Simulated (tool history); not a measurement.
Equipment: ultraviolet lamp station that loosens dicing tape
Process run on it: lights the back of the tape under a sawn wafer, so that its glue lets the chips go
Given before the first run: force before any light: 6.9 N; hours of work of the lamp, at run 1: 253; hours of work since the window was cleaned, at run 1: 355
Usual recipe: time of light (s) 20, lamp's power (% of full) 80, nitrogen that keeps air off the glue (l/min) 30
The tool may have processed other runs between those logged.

run     day  time of light (s)  lamp's power (% of full)  nitrogen that keeps air off the glue (l/min)  hours of work of the lamp  hours of work since the window was cleaned  force that peels the tape off (N)  light that reached the tape (mJ/cm²)
  1       0                 20                        80                                            30                        253                                         355                              0.966                                   469
  2   0.567                 20                        80                                            30                        263                                         365                              1.012                                   467
      0.642  -- window cleaned of glue's vapour
  3   0.929                 20                        80                                            30                        269                                           5                              0.805                                   530
  4   1.204                 20                        80                                            30                        274                                          10                              0.783                                   521
  5   1.721                 20                        80                                            30                        283                                          19                              0.794                                   526
  6   2.262                 20                        80                                            30                        292                                          28                              0.804                                   520
  7   2.758                 20                        80                                            25                        301                                          37                                0.9                                   522
  8   3.112                 20                        80                                            25                        307                                          43                              0.891                                   512
  9   3.492                 20                        80                                            25                        314                                          50                                0.9                                   508
 10   3.838                 20                        80                                            25                        320                                          56                              0.871                                   509
 11     4.2                 20                        80                                            25                        326                                          62                              0.929                                   508
 12   4.604                 20                        80                                            25                        333                                          69                              0.876                                   508
 13   5.071                 20                        80                                            30                        341                                          77                              0.862                                   505
 14   5.546                 20                        80                                            30                        350                                          86                              0.889                                   505
 15   5.958                 20                        80                                            30                        357                                          93                              0.864                                   503
 16   6.446                 20                        96                                            30                        365                                         102                              0.629                                   594
 17   7.054                 20                        80                                            30                        376                                         112                              0.881                                   495
 18   7.479                 20                        80                                            30                        383                                         120                               0.89                                   490
 19   7.821                 20                        80                                            28                        389                                         126                              0.928                                   483
 20   8.454                 20                        80                                            28                        400                                         137                              0.949                                   483
 21   8.825                 20                        80                                            28                        407                                         143                              0.951                                   483
 22   9.225                 24                        80                                            30                        414                                         150                              0.663                                   574
 23   9.833                 22                        66                                            30                        424                                         161                              1.107                                   431
 24  10.279                 22                        66                                            30                        432                                         168                              1.147                                   431
 25  10.675                 22                        66                                            14                        439                                         175                              1.493                                   430
 26  11.162                 20                        62                                            30                        448                                         184                              1.514                                   364
 27  11.738                 21                        62                                            39                        458                                         194                              1.288                                   382
 28  12.146                 21                        62                                            39                        465                                         201                              1.212                                   376
 29  12.721                 22                        62                                            27                        475                                         211                              1.356                                   395
 30  13.329                 22                        62                                            27                        486                                         222                              1.358                                   388
 31  13.592                 12                        84                                            44                        490                                         226                               1.86                                   284
 32  14.029                 23                        80                                            33                        498                                         234                              0.778                                   521
 33  14.633                 23                        80                                            12                        508                                         245                               1.25                                   516
 34  15.112                 23                        80                                            12                        517                                         253                              1.263                                   517
 35  15.483                 28                        80                                            59                        523                                         259                              0.451                                   618
 36  16.071                 28                        80                                            59                        533                                         270                              0.448                                   617
 37  16.667                 20                        88                                            54                        544                                         280                              0.749                                   484
 38  17.271                 20                        88                                            47                        554                                         291                              0.817                                   476
 39  17.729                 22                        88                                            13                        562                                         299                              1.143                                   518
 40  18.108                 14                        62                                            12                        569                                         305                              3.054                                   234
 41  18.721                 20                        85                                            30                        580                                         316                               1.05                                   452
 42  19.308                 20                        85                                            10                        590                                         326                              1.588                                   451
 43   19.85                 27                        69                                            33                        600                                         336                              0.831                                   489

Forecast each of these 3 alternatives for the next run:
  A  20.229                 36                        69                                            56                        606                                         342                                  ?                                     ?
  B  20.229                 27                        81                                            10                        606                                         342                                  ?                                     ?
  C  20.229                 20                        89                                            54                        606                                         342                                  ?                                     ?

run  force that peels the tape off (N)  light that reached the tape (mJ/cm²)
  A                              0.413                                   640
  B                              1.115                                   574
  C                              0.822                                   463
The same runs, with their run-to-run variation unchanged, on a tool lacking any hidden condition would have given:
run  force that peels the tape off (N)  light that reached the tape (mJ/cm²)
  A                              0.238                                   886
  B                              0.618                                   794
  C                               0.44                                   641
